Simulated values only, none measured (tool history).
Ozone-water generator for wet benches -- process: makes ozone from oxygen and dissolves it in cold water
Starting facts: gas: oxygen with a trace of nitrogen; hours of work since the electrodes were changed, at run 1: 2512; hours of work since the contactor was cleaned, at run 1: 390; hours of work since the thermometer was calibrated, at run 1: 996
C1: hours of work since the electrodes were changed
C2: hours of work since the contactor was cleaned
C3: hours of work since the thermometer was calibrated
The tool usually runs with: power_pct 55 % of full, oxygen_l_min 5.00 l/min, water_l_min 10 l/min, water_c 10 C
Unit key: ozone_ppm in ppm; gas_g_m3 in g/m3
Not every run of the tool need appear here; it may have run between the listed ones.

Run 1, hour 0.0: usual settings; C1 2512; C2 390; C3 996. Result: ozone_ppm 20.2 ppm, gas_g_m3 107.3 g/m3.
Run 2, hour 71.9: usual settings; C1 2568; C2 445; C3 1052. Result: ozone_ppm 20.1 ppm, gas_g_m3 107.6 g/m3.
Run 3, hour 173.2: usual settings but water_l_min 9 l/min; C1 2646; C2 524; C3 1131. Result: ozone_ppm 21.4 ppm, gas_g_m3 105.6 g/m3.
Run 4, hour 306.6: usual settings but water_l_min 9 l/min; C1 2749; C2 627; C3 1234. Result: ozone_ppm 21.1 ppm, gas_g_m3 105.0 g/m3.
Run 5, hour 383.6: usual settings but water_l_min 6 l/min; C1 2809; C2 687; C3 1293. Result: ozone_ppm 26.5 ppm, gas_g_m3 105.2 g/m3.
Run 6, hour 474.6: usual settings; C1 2880; C2 757; C3 1364. Result: ozone_ppm 19.7 ppm, gas_g_m3 105.0 g/m3.
At hour 486.9: contactor cleaned.
Run 7, hour 598.0: usual settings; C1 2972; C2 86; C3 1456. Result: ozone_ppm 19.5 ppm, gas_g_m3 104.4 g/m3.
Run 8, hour 700.5: usual settings; C1 3051; C2 165; C3 1536. Result: ozone_ppm 19.2 ppm, gas_g_m3 103.0 g/m3.
Run 9, hour 819.9: usual settings; C1 3144; C2 258; C3 1628. Result: ozone_ppm 19.0 ppm, gas_g_m3 103.1 g/m3.
Run 10, hour 944.1: usual settings; C1 3240; C2 354; C3 1724. Result: ozone_ppm 19.1 ppm, gas_g_m3 101.5 g/m3.
Run 11, hour 1013.5: usual settings; C1 3294; C2 408; C3 1778. Result: ozone_ppm 18.9 ppm, gas_g_m3 100.8 g/m3.
Run 12, hour 1096.3: usual settings but power_pct 50 % of full, water_l_min 7 l/min; C1 3358; C2 472; C3 1842. Result: ozone_ppm 22.5 ppm, gas_g_m3 96.6 g/m3.
At hour 1157.0: contactor cleaned, once more.
Run 13, hour 1188.5: usual settings but oxygen_l_min 6.77 l/min, water_c 8 C; C1 3426; C2 24; C3 1910. Result: ozone_ppm 19.9 ppm, gas_g_m3 89.6 g/m3.
Run 14, hour 1325.8: usual settings but oxygen_l_min 6.77 l/min, water_l_min 12 l/min, water_c 8 C; C1 3532; C2 131; C3 2017. Result: ozone_ppm 17.4 ppm, gas_g_m3 89.4 g/m3.
Run 15, hour 1419.6: usual settings but oxygen_l_min 6.92 l/min, water_l_min 12 l/min, water_c 13 C; C1 3605; C2 203; C3 2089. Result: ozone_ppm 15.8 ppm, gas_g_m3 86.7 g/m3.
Run 16, hour 1494.8: usual settings but oxygen_l_min 6.92 l/min, water_l_min 12 l/min, water_c 13 C; C1 3663; C2 262; C3 2148. Result: ozone_ppm 15.8 ppm, gas_g_m3 87.4 g/m3.
Run 17, hour 1581.1: usual settings but oxygen_l_min 4.17 l/min; C1 3730; C2 328; C3 2214. Result: ozone_ppm 18.4 ppm, gas_g_m3 106.1 g/m3.
Run 18, hour 1696.5: usual settings but power_pct 64 % of full; C1 3819; C2 418; C3 2304. Result: ozone_ppm 20.0 ppm, gas_g_m3 106.5 g/m3.
Run 19, hour 1776.8: usual settings but power_pct 89 % of full, oxygen_l_min 3.73 l/min, water_l_min 9 l/min, water_c 14 C; C1 3882; C2 480; C3 2366. Result: ozone_ppm 22.7 ppm, gas_g_m3 138.6 g/m3.
Run 20, hour 1867.6: usual settings but power_pct 89 % of full, oxygen_l_min 3.73 l/min, water_l_min 9 l/min, water_c 14 C; C1 3952; C2 550; C3 2436. Result: ozone_ppm 23.1 ppm, gas_g_m3 138.0 g/m3.

Alternative continuations, all from the tool just after run 20; predict every row:
Run A, hour 1968.9: usual settings but power_pct 42 % of full, water_c 13 C; C1 4030; C2 629; C3 2515. Result: ozone_ppm ?, gas_g_m3 ?.
Run B, hour 1968.9: usual settings but power_pct 57 % of full, oxygen_l_min 3.73 l/min, water_l_min 9 l/min, water_c 14 C; C1 4030; C2 629; C3 2515. Result: ozone_ppm ?, gas_g_m3 ?.
Run C, hour 1968.9: usual settings but power_pct 84 % of full; C1 4030; C2 629; C3 2515. Result: ozone_ppm ?, gas_g_m3 ?.
Run D, hour 1968.9: usual settings but power_pct 89 % of full, oxygen_l_min 3.73 l/min, water_l_min 9 l/min, water_c 6 C; C1 4030; C2 629; C3 2515. Result: ozone_ppm ?, gas_g_m3 ?.

run  ozone_ppm  gas_g_m3
  A       15.3      85.5
  B       18.2     112.1
  C       22.7     119.6
  D       25.5     137.5
Take away the tool's hidden state, keep each run's random variation, and the runs would have read:
run  ozone_ppm  gas_g_m3
  A       18.8     103.9
  B       23.5     142.4
  C       31.0     160.8
  D       35.2     187.0

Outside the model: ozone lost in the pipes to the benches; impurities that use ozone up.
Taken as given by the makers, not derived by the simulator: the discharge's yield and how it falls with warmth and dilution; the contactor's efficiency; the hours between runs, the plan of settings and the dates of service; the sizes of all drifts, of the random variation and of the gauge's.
